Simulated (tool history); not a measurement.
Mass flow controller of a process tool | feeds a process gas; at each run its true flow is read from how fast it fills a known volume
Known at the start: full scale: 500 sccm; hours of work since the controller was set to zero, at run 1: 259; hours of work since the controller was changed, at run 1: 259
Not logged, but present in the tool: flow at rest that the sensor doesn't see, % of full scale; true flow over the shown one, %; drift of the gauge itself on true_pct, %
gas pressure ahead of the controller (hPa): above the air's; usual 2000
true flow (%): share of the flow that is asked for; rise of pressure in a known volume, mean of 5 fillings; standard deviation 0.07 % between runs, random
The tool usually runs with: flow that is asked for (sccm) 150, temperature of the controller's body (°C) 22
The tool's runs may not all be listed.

run     day  flow that is asked for (sccm)  gas pressure ahead of the controller (hPa)  temperature of the controller's body (°C)  hours of work since the controller was set to zero  hours of work since the controller was changed  true flow (%)
  1   0.000                            150                                        2000                                         22                                                 259                                             259          98.38
  2   4.562                            150                                        2000                                         22                                                 315                                             315          98.21
  3   9.338                            150                                        2000                                         22                                                 373                                             373          98.28
  4  12.729                            150                                        2000                                         31                                                 414                                             414          98.17
  5  15.421                            150                                        2410                                         22                                                 447                                             447          98.70
  6  19.600                            150                                        2410                                         22                                                 498                                             498          98.57
  7  22.938                            150                                        1860                                         22                                                 539                                             539          98.25
  8  27.646                            150                                        1860                                         22                                                 596                                             596          98.22
  9  30.062                            150                                        1860                                         22                                                 626                                             626          98.23
 10  32.896                            150                                        2000                                         22                                                 660                                             660          98.28
 11  37.588                            150                                        2000                                         22                                                 718                                             718          98.29
 12  39.788                            150                                        2000                                         22                                                 744                                             744          98.35
 13  43.967                            150                                        2000                                         21                                                 795                                             795          98.25
 14  48.062                            150                                        2000                                         21                                                 845                                             845          98.25
 15  51.375                             87                                        2000                                         22                                                 886                                             886          97.70
 16  54.512                             87                                        2000                                         22                                                 924                                             924          97.58
 17  56.954                            150                                        2000                                         22                                                 954                                             954          98.20
 18  61.712                            150                                        2000                                         22                                                1012                                            1012          98.08
 19  64.600                            150                                        2000                                         22                                                1047                                            1047          98.18
 20  67.025                            458                                        2000                                         22                                                1076                                            1076          99.91
 21  70.304                            458                                        2000                                         22                                                1116                                            1116          99.86
 22  74.675                            458                                        2000                                         22                                                1170                                            1170         100.04
 23  77.288                            458                                        1760                                         22                                                1202                                            1202          99.78
 24  80.025                            458                                        1760                                         22                                                1235                                            1235          99.83

Run 25 has not been measured yet. What should we expect?
 25  85.229                            115                                        2000                                         22                                                1298                                            1298              ?

true flow (%): 97.91
Without the tool's hidden state the same run would have given true flow (%) 98.42.
